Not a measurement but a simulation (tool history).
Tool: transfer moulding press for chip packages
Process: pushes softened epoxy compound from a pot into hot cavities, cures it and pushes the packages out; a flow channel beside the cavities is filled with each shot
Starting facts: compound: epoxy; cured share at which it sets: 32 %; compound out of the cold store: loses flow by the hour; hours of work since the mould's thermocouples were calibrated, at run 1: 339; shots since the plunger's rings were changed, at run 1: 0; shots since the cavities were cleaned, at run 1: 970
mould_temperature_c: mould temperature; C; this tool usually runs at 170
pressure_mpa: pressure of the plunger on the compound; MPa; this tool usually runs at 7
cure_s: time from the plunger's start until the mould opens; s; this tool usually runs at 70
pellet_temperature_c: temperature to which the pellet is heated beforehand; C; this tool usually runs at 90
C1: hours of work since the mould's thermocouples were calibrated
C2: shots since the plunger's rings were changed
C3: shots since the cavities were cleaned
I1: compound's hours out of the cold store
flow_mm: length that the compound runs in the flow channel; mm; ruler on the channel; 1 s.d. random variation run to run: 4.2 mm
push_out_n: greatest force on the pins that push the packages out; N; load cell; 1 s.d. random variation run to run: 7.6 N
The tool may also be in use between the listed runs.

Run 1, hour 0: usual settings; C1 339; C2 0; C3 970; I1 38.1. Result: flow_mm 734 mm, push_out_n 314 N.
At hour 9.6: cavities cleaned with cleaning compound and waxed.
Run 2, hour 54: usual settings; C1 373; C2 778; C3 658; I1 13.9. Result: flow_mm 786 mm, push_out_n 321 N.
At hour 86: cavities cleaned with cleaning compound and waxed.
Run 3, hour 114.7: usual settings; C1 411; C2 1657; C3 426; I1 29.4. Result: flow_mm 753 mm, push_out_n 312 N.
At hour 163.2: cavities cleaned with cleaning compound and waxed.
Run 4, hour 165.1: usual settings; C1 443; C2 2382; C3 28; I1 47.4. Result: flow_mm 721 mm, push_out_n 322 N.
Run 5, hour 220.4: usual settings; C1 479; C2 3202; C3 848; I1 12.8. Result: flow_mm 783 mm, push_out_n 334 N.
At hour 241: cavities cleaned with cleaning compound and waxed.
Run 6, hour 268.7: usual settings but cure_s 66 s; C1 510; C2 3897; C3 412; I1 45.1. Result: flow_mm 724 mm, push_out_n 353 N.
At hour 292.1: plunger's sealing rings changed.
Run 7, hour 298.7: usual settings but mould_temperature_c 175 C; C1 528; C2 99; C3 820; I1 14.7. Result: flow_mm 767 mm, push_out_n 286 N.
At hour 319.6: cavities cleaned with cleaning compound and waxed.
Run 8, hour 330.6: usual settings but pellet_temperature_c 88 C; C1 547; C2 549; C3 163; I1 31.4. Result: flow_mm 751 mm, push_out_n 321 N.
Run 9, hour 378.8: usual settings but mould_temperature_c 176 C; C1 579; C2 1265; C3 879; I1 13.2. Result: flow_mm 764 mm, push_out_n 275 N.
At hour 384.4: mould's thermocouples calibrated.
At hour 397.4: cavities cleaned with cleaning compound and waxed.
Run 10, hour 430.9: usual settings but cure_s 52 s; C1 29; C2 1985; C3 497; I1 43.9. Result: flow_mm 721 mm, push_out_n 595 N.
Run 11, hour 464.6: usual settings but cure_s 52 s; C1 51; C2 2485; C3 997; I1 23.5. Result: flow_mm 762 mm, push_out_n 615 N.
At hour 475.2: cavities cleaned with cleaning compound and waxed.
Run 12, hour 509: usual settings but cure_s 52 s; C1 79; C2 3123; C3 502; I1 46.9. Result: flow_mm 713 mm, push_out_n 602 N.
At hour 550.8: cavities cleaned with cleaning compound and waxed.
Run 13, hour 562.3: usual settings but cure_s 83 s; C1 113; C2 3891; C3 171; I1 41.3. Result: flow_mm 731 mm, push_out_n 261 N.
At hour 584.1: plunger's sealing rings changed.
Run 14, hour 625.2: usual settings but mould_temperature_c 175 C, pressure_mpa 8.25 MPa, cure_s 92 s; C1 152; C2 610; C3 1067; I1 8.9. Result: flow_mm 834 mm, push_out_n 248 N.
At hour 632.1: cavities cleaned with cleaning compound and waxed.
Run 15, hour 687.3: usual settings but mould_temperature_c 175 C, pressure_mpa 8.25 MPa, cure_s 104 s, pellet_temperature_c 87 C; C1 192; C2 1509; C3 820; I1 38.5. Result: flow_mm 794 mm, push_out_n 239 N.
At hour 709.2: cavities cleaned with cleaning compound and waxed.
Run 16, hour 717.2: usual settings but mould_temperature_c 165 C, pressure_mpa 8.25 MPa, cure_s 58 s, pellet_temperature_c 87 C; C1 210; C2 1929; C3 118; I1 19.8. Result: flow_mm 852 mm, push_out_n 718 N.
Run 17, hour 759.7: usual settings but mould_temperature_c 165 C, pressure_mpa 8.25 MPa, cure_s 58 s, pellet_temperature_c 87 C; C1 238; C2 2561; C3 750; I1 37.1. Result: flow_mm 820 mm, push_out_n 683 N.
At hour 786.6: cavities cleaned with cleaning compound and waxed.
Run 18, hour 797.9: usual settings but mould_temperature_c 165 C, pressure_mpa 8.25 MPa, cure_s 58 s, pellet_temperature_c 87 C; C1 262; C2 3105; C3 169; I1 30.8. Result: flow_mm 833 mm, push_out_n 694 N.
Run 19, hour 836.5: usual settings but mould_temperature_c 165 C, pressure_mpa 6.63 MPa, cure_s 107 s, pellet_temperature_c 88 C; C1 287; C2 3677; C3 741; I1 19.5. Result: flow_mm 766 mm, push_out_n 253 N.
At hour 863.4: cavities cleaned with cleaning compound and waxed.
At hour 876.4: plunger's sealing rings changed.
Run 20, hour 889.8: usual settings but mould_temperature_c 166 C, pellet_temperature_c 88 C; C1 319; C2 200; C3 354; I1 38.8. Result: flow_mm 749 mm, push_out_n 415 N.
Run 21, hour 936: usual settings but mould_temperature_c 165 C, pressure_mpa 6.62 MPa, cure_s 54 s, pellet_temperature_c 92 C; C1 349; C2 885; C3 1039; I1 18.3. Result: flow_mm 765 mm, push_out_n 839 N.
At hour 941.2: cavities cleaned with cleaning compound and waxed.
Run 22, hour 991: usual settings but pressure_mpa 7.16 MPa, cure_s 86 s, pellet_temperature_c 87 C; C1 384; C2 1679; C3 740; I1 29.1. Result: flow_mm 764 mm, push_out_n 271 N.
At hour 1018.7: cavities cleaned with cleaning compound and waxed.
Run 23, hour 1049: usual settings but pressure_mpa 7.16 MPa, cure_s 86 s, pellet_temperature_c 85 C; C1 421; C2 2517; C3 450; I1 23. Result: flow_mm 776 mm, push_out_n 271 N.
At hour 1093.2: cavities cleaned with cleaning compound and waxed.
Run 24, hour 1109.3: usual settings but pressure_mpa 7.96 MPa, cure_s 72 s; C1 459; C2 3389; C3 239; I1 40.7. Result: flow_mm 787 mm, push_out_n 315 N.
At hour 1165.8: plunger's sealing rings changed.
At hour 1170.6: cavities cleaned with cleaning compound and waxed.
Run 25, hour 1170.9: usual settings but pressure_mpa 5.6 MPa, cure_s 60 s, pellet_temperature_c 85 C; C1 496; C2 53; C3 4; I1 32.5. Result: flow_mm 669 mm, push_out_n 440 N.
Run 26, hour 1218.7: usual settings but mould_temperature_c 166 C, pressure_mpa 7.86 MPa, cure_s 101 s, pellet_temperature_c 98 C; C1 528; C2 763; C3 714; I1 10.8. Result: flow_mm 850 mm, push_out_n 270 N.

For each entry between runs, how does the tool's hidden state at the last listed run before it compare with that at the first listed run after it?
After run 1, before run 2: cavities cleaned with cleaning compound and waxed (hour 9.6)
  pressure that reaches the compound, % of what is set: 100 -> 99.98; grip of the stained cavities, % over clean ones': 1.1 -> 0.9
  measured less the result without the state, push_out_n: +3 -> +2 N
After run 2, before run 3: cavities cleaned with cleaning compound and waxed (hour 86)
  pressure that reaches the compound, % of what is set: 99.98 -> 99.95; grip of the stained cavities, % over clean ones': 0.9 -> 0.7
  measured less the result without the state, push_out_n: +2 -> +2 N
After run 3, before run 4: cavities cleaned with cleaning compound and waxed (hour 163.2)
  pressure that reaches the compound, % of what is set: 99.95 -> 99.93; grip of the stained cavities, % over clean ones': 0.7 -> 0.1
  measured less the result without the state, push_out_n: +2 -> +0 N
After run 5, before run 6: cavities cleaned with cleaning compound and waxed (hour 241)
  pressure that reaches the compound, % of what is set: 99.91 -> 99.89; grip of the stained cavities, % over clean ones': 1 -> 0.7
  measured less the result without the state, push_out_n: +3 -> +3 N
After run 6, before run 7: plunger's sealing rings changed (hour 292.1)
  pressure that reaches the compound, % of what is set: 99.89 -> 99.99; grip of the stained cavities, % over clean ones': 0.7 -> 1
  measured less the result without the state, push_out_n: +3 -> +3 N
After run 7, before run 8: cavities cleaned with cleaning compound and waxed (hour 319.6)
  pressure that reaches the compound, % of what is set: 99.99 -> 99.98; grip of the stained cavities, % over clean ones': 1 -> 0.3
  measured less the result without the state, push_out_n: +3 -> +1 N
After run 9, before run 10: mould's thermocouples calibrated (hour 384.4); cavities cleaned with cleaning compound and waxed (hour 397.4)
  true mould temperature over the reading, C: 0.02 -> 0; pressure that reaches the compound, % of what is set: 99.96 -> 99.94; grip of the stained cavities, % over clean ones': 1.1 -> 0.8
  measured less the result without the state, push_out_n: +3 -> +4 N
After run 11, before run 12: cavities cleaned with cleaning compound and waxed (hour 475.2)
  true mould temperature over the reading, C: 0 -> 0.01; pressure that reaches the compound, % of what is set: 99.93 -> 99.91; grip of the stained cavities, % over clean ones': 1.1 -> 0.8
  measured less the result without the state, push_out_n: +6 -> +5 N
After run 12, before run 13: cavities cleaned with cleaning compound and waxed (hour 550.8)
  pressure that reaches the compound, % of what is set: 99.91 -> 99.89; grip of the stained cavities, % over clean ones': 0.8 -> 0.4
  measured less the result without the state, push_out_n: +5 -> +1 N
After run 13, before run 14: plunger's sealing rings changed (hour 584.1)
  pressure that reaches the compound, % of what is set: 99.89 -> 99.98; grip of the stained cavities, % over clean ones': 0.4 -> 1.1
  measured less the result without the state, push_out_n: +1 -> +2 N
After run 14, before run 15: cavities cleaned with cleaning compound and waxed (hour 632.1)
  pressure that reaches the compound, % of what is set: 99.98 -> 99.95; grip of the stained cavities, % over clean ones': 1.1 -> 1
  measured less the result without the state, push_out_n: +2 -> +3 N
After run 15, before run 16: cavities cleaned with cleaning compound and waxed (hour 709.2)
  pressure that reaches the compound, % of what is set: 99.95 -> 99.94; grip of the stained cavities, % over clean ones': 1 -> 0.3
  measured less the result without the state, push_out_n: +3 -> +1 N
After run 17, before run 18: cavities cleaned with cleaning compound and waxed (hour 786.6)
  pressure that reaches the compound, % of what is set: 99.92 -> 99.91; grip of the stained cavities, % over clean ones': 1 -> 0.3
  measured less the result without the state, push_out_n: +6 -> +1 N
After run 19, before run 20: cavities cleaned with cleaning compound and waxed (hour 863.4); plunger's sealing rings changed (hour 876.4)
  true mould temperature over the reading, C: 0.01 -> 0.02; pressure that reaches the compound, % of what is set: 99.89 -> 99.99; grip of the stained cavities, % over clean ones': 0.9 -> 0.6
  measured less the result without the state, push_out_n: +2 -> +2 N
After run 21, before run 22: cavities cleaned with cleaning compound and waxed (hour 941.2)
  pressure that reaches the compound, % of what is set: 99.97 -> 99.95; grip of the stained cavities, % over clean ones': 1.1 -> 0.9
  measured less the result without the state, push_out_n: +8 -> +2 N
After run 22, before run 23: cavities cleaned with cleaning compound and waxed (hour 1018.7)
  pressure that reaches the compound, % of what is set: 99.95 -> 99.93; grip of the stained cavities, % over clean ones': 0.9 -> 0.7
  measured less the result without the state, push_out_n: +2 -> +2 N
After run 23, before run 24: cavities cleaned with cleaning compound and waxed (hour 1093.2)
  pressure that reaches the compound, % of what is set: 99.93 -> 99.9; grip of the stained cavities, % over clean ones': 0.7 -> 0.4
  measured less the result without the state, push_out_n: +2 -> +1 N
After run 24, before run 25: plunger's sealing rings changed (hour 1165.8); cavities cleaned with cleaning compound and waxed (hour 1170.6)
  pressure that reaches the compound, % of what is set: 99.9 -> 100; grip of the stained cavities, % over clean ones': 0.4 -> 0.1
  measured less the result without the state, push_out_n: +1 -> +0 N

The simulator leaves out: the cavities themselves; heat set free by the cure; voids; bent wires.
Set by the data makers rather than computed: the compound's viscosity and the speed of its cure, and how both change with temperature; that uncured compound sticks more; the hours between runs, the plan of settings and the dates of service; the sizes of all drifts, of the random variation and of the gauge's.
